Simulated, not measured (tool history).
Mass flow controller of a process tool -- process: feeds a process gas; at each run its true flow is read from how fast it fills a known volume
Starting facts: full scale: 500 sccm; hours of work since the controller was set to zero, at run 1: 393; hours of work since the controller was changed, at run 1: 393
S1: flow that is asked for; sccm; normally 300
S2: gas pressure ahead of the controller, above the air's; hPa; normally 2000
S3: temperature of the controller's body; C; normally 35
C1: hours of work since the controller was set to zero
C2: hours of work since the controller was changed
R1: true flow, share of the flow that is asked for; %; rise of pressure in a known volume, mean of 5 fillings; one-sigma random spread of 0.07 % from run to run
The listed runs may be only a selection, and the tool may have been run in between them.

run    hour   S1    S2  S3    C1    C2     R1
  1       0  300  2000  35   393   393  99.04
  2    90.1  300  2000  35   440   440  99.02
  3   175.2  300  2000  21   485   485  98.48
  4   252.9  300  2000  35   525   525     99
  5   350.8  195  2000  35   577   577  98.34
  6   462.4  195  1550  35   635   635  98.58
  7   566.9  300  2290  35   689   689     99
  8   642.4  300  1460  35   729   729  99.16
  9   724.9  300  1460  35   772   772   99.1
 10   835.5  300  1460  35   830   830   99.1
 11   915.7  300  2000  35   872   872  98.98
 12   967.7  300  2000  35   899   899     99
 13  1023.5  300  2000  35   928   928  99.03
 14  1085.4  300  2000  22   960   960  98.41
 15  1213.1  360  2000  35  1027  1027  99.32
 16  1329.4  300  2000  35  1088  1088  98.93
 17  1440.4  300  2000  35  1146  1146  99.04
 18  1522.3  178  2000  35  1189  1189   98.4
     1529.7  -- controller's zero set anew
 19  1595.9  108  2000  35    35  1227  98.19
 20  1665.8  108  1940  35    71  1263  98.17
 21  1733.6  108  1940  35   107  1299  98.13
 22  1860.9  300  2000  35   173  1365  98.95
     1956.6  -- controller's zero set anew, once more
 23  1983.2   95  2740  27    14  1429  97.11
 24  2034.7   72  1600  39    41  1456  97.91
 25  2136.8   72  1600  39    94  1509  97.98
 26  2239.8   74  1600  28   148  1563  97.31
 27    2361  300  1850  20   211  1626  98.16
 28  2476.1  285  2000  21   271  1686   97.9
 29  2568.2  209  1580  35   320  1734  98.41
 30  2672.8  209  1580  35   374  1789  98.38
 31    2782  209  1580  35   431  1846  98.41
 32  2862.7  152  1910  35   473  1888  98.09
 33  2982.3  231  1420  35   536  1951  98.48
 34  3036.6  323  2630  22   564  1979  98.05
 35  3106.3  458  2080  23   601  2016  98.91
 36  3161.4  458  2080  23   629  2044  99.14
 37  3240.1  314  1790  22   671  2085  98.24
 38  3363.4  191  1790  35   735  2150  98.17
 39  3490.7  191  1790  35   801  2216  98.25
 40  3594.3  300  2000  22   856  2270  98.09
 41  3651.5  300  2390  35   885  2300  98.58
 42  3717.7  300  2010  20   920  2335  98.01
 43  3823.5   54  2790  33   975  2390  97.62
 44  3908.8   54  1550  33  1020  2435  97.86

Below, each run's measurement less what the same run would have read without the hidden state. Both values contain the same run-to-run variation, but the gauge's scatter may not be the same in both:
Hidden conditions of the tool in this case: flow at rest that the sensor doesn't see, % of full scale; true flow over the shown one, %; drift of the gauge itself on true_pct, %.
run     R1
  1  -0.13
  2  -0.14
  3  -0.15
  4  -0.16
  5  -0.12
  6  -0.12
  7  -0.19
  8  -0.19
  9  -0.19
 10   -0.2
 11   -0.2
 12  -0.22
 13  -0.22
 14  -0.22
 15  -0.25
 16  -0.24
 17  -0.25
 18  -0.16
 19  +0.14
 20  +0.13
 21  +0.14
 22  -0.24
 23  -0.21
 24  -0.13
 25  -0.12
 26  -0.12
 27  -0.41
 28  -0.41
 29  -0.38
 30  -0.39
 31  -0.39
 32  -0.33
 33  -0.42
 34  -0.47
 35  -0.51
 36  -0.52
 37  -0.48
 38  -0.41
 39  -0.41
 40   -0.5
 41  -0.51
 42  -0.52
 43  +0.25
 44  +0.26
